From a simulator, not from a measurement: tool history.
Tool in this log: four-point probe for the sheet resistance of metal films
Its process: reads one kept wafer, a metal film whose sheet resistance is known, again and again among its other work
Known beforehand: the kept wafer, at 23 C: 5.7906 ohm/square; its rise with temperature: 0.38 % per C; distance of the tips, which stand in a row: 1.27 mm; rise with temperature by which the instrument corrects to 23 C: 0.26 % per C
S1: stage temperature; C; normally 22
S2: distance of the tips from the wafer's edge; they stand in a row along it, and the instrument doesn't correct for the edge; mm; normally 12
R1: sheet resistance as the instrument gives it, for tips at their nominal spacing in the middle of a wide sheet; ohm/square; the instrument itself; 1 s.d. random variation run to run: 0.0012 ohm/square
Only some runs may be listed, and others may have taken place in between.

| run | hour | S1 | S2 | R1 |
|---|---|---|---|---|
| 1 | 0.0 | 22 | 12 | 5.803557 |
| 2 | 28.9 | 26 | 12 | 5.829206 |
| 3 | 50.5 | 26 | 12 | 5.828783 |
| 4 | 81.1 | 26 | 12 | 5.823995 |
| 5 | 121.5 | 22 | 11 | 5.808270 |
| 6 | 147.2 | 22 | 12 | 5.799328 |
| 7 | 174.8 | 22 | 12 | 5.799160 |
| 8 | 195.6 | 22 | 12 | 5.799389 |
| 9 | 231.5 | 20 | 12 | 5.783627 |
| 10 | 259.1 | 20 | 12 | 5.782456 |
| 11 | 278.0 | 22 | 12 | 5.799432 |
| 12 | 311.2 | 22 | 12 | 5.798136 |
| 13 | 344.3 | 22 | 12 | 5.795924 |
| 14 | 372.4 | 22 | 12 | 5.796542 |
| 15 | 406.2 | 22 | 12 | 5.791433 |
| 16 | 435.2 | 22 | 12 | 5.794601 |
| 17 | 455.1 | 22 | 12 | 5.792586 |
| 18 | 479.7 | 22 | 12 | 5.789360 |
| 19 | 515.6 | 22 | 12 | 5.791423 |
| 20 | 551.1 | 22 | 12 | 5.790389 |
| 21 | 582.0 | 21 | 12 | 5.783032 |
| 22 | 602.3 | 19 | 12 | 5.768561 |
| 23 | 625.6 | 26 | 12 | 5.814789 |
| 24 | 655.4 | 21 | 9 | 5.803893 |
| 25 | 697.8 | 21 | 9 | 5.817403 |
| 26 | 727.3 | 30 | 70 | 5.813891 |
| 27 | 763.6 | 33 | 3 | 6.338817 |
| 28 | 788.2 | 33 | 3 | 6.341263 |
| 29 | 819.8 | 33 | 70 | 5.829669 |
| 30 | 860.6 | 29 | 27 | 5.810927 |
| 31 | 890.8 | 23 | 51 | 5.765401 |
| 32 | 924.1 | 23 | 51 | 5.765743 |
| 33 | 963.8 | 23 | 51 | 5.764700 |
| 34 | 989.7 | 22 | 11 | 5.798249 |
| 35 | 1031.9 | 28 | 16 | 5.816078 |
| 36 | 1073.1 | 24 | 18 | 5.782864 |
| 37 | 1101.0 | 22 | 35 | 5.758028 |
| 38 | 1133.0 | 19 | 19 | 5.747913 |

The log once held 2 entries between its listed runs, left out of this copy. Where does each go, and what is different about the tool's unlogged condition between the listed run before it and the listed run after it?
Logged between run 16 and run 17: stage's thermometer calibrated (hour 438.6)
  inner tips' distance over the nominal, %: -0.276 -> -0.281; tips' flats over new ones', %: 20 -> 21; wafer's true temperature over the reading, C: -0.34 -> -0.45
  measured value less the no-hidden-state value, R1: -0.024937 -> -0.027654 ohm/square
Logged between run 24 and run 25: stage's thermometer calibrated, once more (hour 685.7)
  inner tips' distance over the nominal, %: -0.332 -> -0.343; wafer's true temperature over the reading, C: -0.48 -> -0.02
  measured value less the no-hidden-state value, R1: -0.031487 -> -0.022176 ohm/square
